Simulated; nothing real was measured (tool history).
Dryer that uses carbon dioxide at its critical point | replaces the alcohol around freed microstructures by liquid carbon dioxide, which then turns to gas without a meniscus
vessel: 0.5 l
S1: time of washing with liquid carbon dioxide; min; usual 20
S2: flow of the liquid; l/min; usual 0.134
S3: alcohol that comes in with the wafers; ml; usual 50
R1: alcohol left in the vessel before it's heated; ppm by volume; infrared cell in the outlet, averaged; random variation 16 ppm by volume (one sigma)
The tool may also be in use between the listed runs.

{"run": 1, "hour": 0.0, "S1": 20, "S2": 0.134, "S3": 50, "R1": 1351}
{"run": 2, "hour": 48.0, "S1": 20, "S2": 0.134, "S3": 73, "R1": 2103}
{"run": 3, "hour": 89.1, "S1": 20, "S2": 0.134, "S3": 50, "R1": 1447}
{"run": 4, "hour": 122.2, "S1": 20, "S2": 0.134, "S3": 50, "R1": 1443}
{"run": 5, "hour": 154.6, "S1": 20, "S2": 0.134, "S3": 50, "R1": 1520}
{"run": 6, "hour": 193.8, "S1": 20, "S2": 0.134, "S3": 50, "R1": 1510}
{"run": 7, "hour": 216.7, "S1": 20, "S2": 0.134, "S3": 50, "R1": 1562}
{"run": 8, "hour": 263.1, "S1": 16, "S2": 0.134, "S3": 50, "R1": 3547}
{"run": 9, "hour": 308.8, "S1": 16, "S2": 0.134, "S3": 50, "R1": 3692}
{"run": 10, "hour": 346.7, "S1": 20, "S2": 0.134, "S3": 50, "R1": 1701}
{"run": 11, "hour": 387.8, "S1": 20, "S2": 0.134, "S3": 50, "R1": 1734}
{"run": 12, "hour": 426.3, "S1": 20, "S2": 0.134, "S3": 50, "R1": 1835}
{"run": 13, "hour": 458.9, "S1": 17, "S2": 0.134, "S3": 50, "R1": 3128}
{"run": 14, "hour": 503.2, "S1": 17, "S2": 0.134, "S3": 50, "R1": 3262}
{"run": 15, "hour": 530.8, "S1": 17, "S2": 0.134, "S3": 50, "R1": 3370}
{"run": 16, "hour": 576.2, "S1": 17, "S2": 0.116, "S3": 50, "R1": 5361}
{"run": 17, "hour": 606.7, "S1": 28, "S2": 0.211, "S3": 23, "R1": 172}
{"run": 18, "hour": 648.7, "S1": 28, "S2": 0.099, "S3": 68, "R1": 2566}
{"run": 19, "hour": 690.4, "S1": 13, "S2": 0.127, "S3": 38, "R1": 6799}
{"run": 20, "hour": 718.1, "S1": 13, "S2": 0.108, "S3": 111, "R1": 28835}
{"run": 21, "hour": 759.6, "S1": 13, "S2": 0.108, "S3": 94, "R1": 25608}
{"run": 22, "hour": 781.6, "S1": 13, "S2": 0.108, "S3": 94, "R1": 24809}
{"run": 23, "hour": 802.1, "S1": 13, "S2": 0.108, "S3": 94, "R1": 25459}
{"run": 24, "hour": 833.7, "S1": 16, "S2": 0.099, "S3": 84, "R1": 17593}
{"run": 25, "hour": 857.1, "S1": 24, "S2": 0.085, "S3": 112, "R1": 13076}
{"run": 26, "hour": 891.9, "S1": 24, "S2": 0.085, "S3": 112, "R1": 13271}
{"run": 27, "hour": 924.5, "S1": 12, "S2": 0.085, "S3": 24, "R1": 12228}
{"run": 28, "hour": 961.3, "S1": 12, "S2": 0.085, "S3": 24, "R1": 12233}

Some steps in R1 between neighbouring runs. How much of each would the tool show without its hidden state too (settings, what came in, random variation), and how much is left for the hidden state, with any gauge scatter that isn't in both results?
The hidden state here: flow that reaches the vessel past the clogged filter, %; alcohol in the recycled carbon dioxide, ppm; drift of the gauge itself on alcohol_ppm, %.
Run 19 -> 20: S2 0.127 -> 0.108, S3 38 -> 111. R1 +22036 ppm by volume: hidden state +6028, all else +16008.
Run 23 -> 24: S1 13 -> 16, S2 0.108 -> 0.099, S3 94 -> 84. R1 -7866 ppm by volume: hidden state -1756, all else -6110.
Run 26 -> 27: S1 24 -> 12, S3 112 -> 24. R1 -1043 ppm by volume: hidden state -2549, all else +1506.

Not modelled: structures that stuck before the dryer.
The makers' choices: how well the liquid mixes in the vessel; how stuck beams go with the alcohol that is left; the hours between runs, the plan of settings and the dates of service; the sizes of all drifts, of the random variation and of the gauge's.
